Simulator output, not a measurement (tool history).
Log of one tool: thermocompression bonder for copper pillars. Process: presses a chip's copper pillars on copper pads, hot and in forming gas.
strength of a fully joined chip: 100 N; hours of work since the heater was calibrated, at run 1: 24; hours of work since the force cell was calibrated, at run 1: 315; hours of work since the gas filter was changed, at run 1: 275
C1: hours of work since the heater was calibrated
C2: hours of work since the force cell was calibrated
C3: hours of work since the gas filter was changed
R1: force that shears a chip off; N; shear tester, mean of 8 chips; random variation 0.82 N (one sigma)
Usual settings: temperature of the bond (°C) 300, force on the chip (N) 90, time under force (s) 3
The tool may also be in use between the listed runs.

run 1 day=0 | temperature_of_the_bond_(°C)=300 force_on_the_chip_(N)=90 time_under_force_(s)=3 | C1=24 C2=315 C3=275 | R1=62.5
run 2 day=1.338 | temperature_of_the_bond_(°C)=300 force_on_the_chip_(N)=90 time_under_force_(s)=3 | C1=37 C2=328 C3=288 | R1=65.5
run 3 day=2.633 | temperature_of_the_bond_(°C)=300 force_on_the_chip_(N)=90 time_under_force_(s)=3 | C1=50 C2=341 C3=301 | R1=64.1
run 4 day=3.425 | temperature_of_the_bond_(°C)=300 force_on_the_chip_(N)=90 time_under_force_(s)=3 | C1=57 C2=348 C3=309 | R1=63.1
run 5 day=4.846 | temperature_of_the_bond_(°C)=300 force_on_the_chip_(N)=90 time_under_force_(s)=3 | C1=71 C2=362 C3=322 | R1=64
run 6 day=5.642 | temperature_of_the_bond_(°C)=309 force_on_the_chip_(N)=90 time_under_force_(s)=3 | C1=79 C2=370 C3=330 | R1=69.6
run 7 day=7.017 | temperature_of_the_bond_(°C)=309 force_on_the_chip_(N)=90 time_under_force_(s)=3 | C1=92 C2=383 C3=344 | R1=69.9
run 8 day=7.712 | temperature_of_the_bond_(°C)=309 force_on_the_chip_(N)=90 time_under_force_(s)=3 | C1=99 C2=390 C3=350 | R1=68.8
run 9 day=8.754 | temperature_of_the_bond_(°C)=309 force_on_the_chip_(N)=90 time_under_force_(s)=3 | C1=109 C2=400 C3=360 | R1=69.1
run 10 day=9.842 | temperature_of_the_bond_(°C)=309 force_on_the_chip_(N)=64 time_under_force_(s)=3 | C1=120 C2=411 C3=371 | R1=55.4
run 11 day=10.925 | temperature_of_the_bond_(°C)=300 force_on_the_chip_(N)=61 time_under_force_(s)=3 | C1=130 C2=421 C3=382 | R1=47.9
run 12 day=12.396 | temperature_of_the_bond_(°C)=300 force_on_the_chip_(N)=90 time_under_force_(s)=3 | C1=145 C2=436 C3=396 | R1=64.9
-- day=12.512 forming gas filter changed
run 13 day=13.079 | temperature_of_the_bond_(°C)=300 force_on_the_chip_(N)=90 time_under_force_(s)=3 | C1=151 C2=442 C3=6 | R1=64.6
run 14 day=14.075 | temperature_of_the_bond_(°C)=300 force_on_the_chip_(N)=90 time_under_force_(s)=3 | C1=161 C2=452 C3=15 | R1=64.3
run 15 day=14.962 | temperature_of_the_bond_(°C)=281 force_on_the_chip_(N)=90 time_under_force_(s)=3 | C1=170 C2=460 C3=24 | R1=51.3
run 16 day=15.662 | temperature_of_the_bond_(°C)=281 force_on_the_chip_(N)=90 time_under_force_(s)=3 | C1=176 C2=467 C3=31 | R1=51.2
run 17 day=16.521 | temperature_of_the_bond_(°C)=300 force_on_the_chip_(N)=90 time_under_force_(s)=5 | C1=185 C2=476 C3=39 | R1=72.9
run 18 day=17.304 | temperature_of_the_bond_(°C)=300 force_on_the_chip_(N)=129 time_under_force_(s)=5 | C1=192 C2=483 C3=47 | R1=87.2
run 19 day=18.646 | temperature_of_the_bond_(°C)=300 force_on_the_chip_(N)=64 time_under_force_(s)=3 | C1=205 C2=496 C3=60 | R1=49.9
run 20 day=19.879 | temperature_of_the_bond_(°C)=293 force_on_the_chip_(N)=67 time_under_force_(s)=2 | C1=217 C2=508 C3=72 | R1=40.4
run 21 day=21.288 | temperature_of_the_bond_(°C)=318 force_on_the_chip_(N)=105 time_under_force_(s)=6 | C1=231 C2=522 C3=86 | R1=92.7
run 22 day=22.496 | temperature_of_the_bond_(°C)=300 force_on_the_chip_(N)=65 time_under_force_(s)=6 | C1=243 C2=534 C3=97 | R1=62.4
run 23 day=23.825 | temperature_of_the_bond_(°C)=300 force_on_the_chip_(N)=65 time_under_force_(s)=6 | C1=256 C2=547 C3=110 | R1=63.1
run 24 day=25.138 | temperature_of_the_bond_(°C)=284 force_on_the_chip_(N)=65 time_under_force_(s)=9 | C1=269 C2=560 C3=123 | R1=58.5
run 25 day=26.446 | temperature_of_the_bond_(°C)=280 force_on_the_chip_(N)=120 time_under_force_(s)=4 | C1=281 C2=572 C3=136 | R1=67.1
run 26 day=27.304 | temperature_of_the_bond_(°C)=296 force_on_the_chip_(N)=90 time_under_force_(s)=3 | C1=290 C2=581 C3=144 | R1=60.8
run 27 day=28.742 | temperature_of_the_bond_(°C)=296 force_on_the_chip_(N)=90 time_under_force_(s)=3 | C1=304 C2=595 C3=158 | R1=61.7
run 28 day=29.479 | temperature_of_the_bond_(°C)=299 force_on_the_chip_(N)=87 time_under_force_(s)=3 | C1=311 C2=602 C3=165 | R1=61.9
run 29 day=30.692 | temperature_of_the_bond_(°C)=289 force_on_the_chip_(N)=77 time_under_force_(s)=2 | C1=323 C2=614 C3=177 | R1=43.1
run 30 day=31.412 | temperature_of_the_bond_(°C)=300 force_on_the_chip_(N)=121 time_under_force_(s)=3 | C1=330 C2=621 C3=184 | R1=77.6
run 31 day=32.404 | temperature_of_the_bond_(°C)=289 force_on_the_chip_(N)=91 time_under_force_(s)=6 | C1=339 C2=630 C3=194 | R1=69.3
run 32 day=33.367 | temperature_of_the_bond_(°C)=289 force_on_the_chip_(N)=91 time_under_force_(s)=6 | C1=349 C2=640 C3=203 | R1=69.5
run 33 day=34.783 | temperature_of_the_bond_(°C)=289 force_on_the_chip_(N)=91 time_under_force_(s)=5 | C1=363 C2=654 C3=217 | R1=65.4
run 34 day=36.038 | temperature_of_the_bond_(°C)=322 force_on_the_chip_(N)=111 time_under_force_(s)=2 | C1=375 C2=666 C3=229 | R1=80.2

The next listed run, before its measurement:
run 35 day=37.275 | temperature_of_the_bond_(°C)=298 force_on_the_chip_(N)=90 time_under_force_(s)=2 | C1=387 C2=678 C3=241 | R1=?

R1: 55.2 N
Without the tool's hidden state the same run would have given R1 55.9 N.
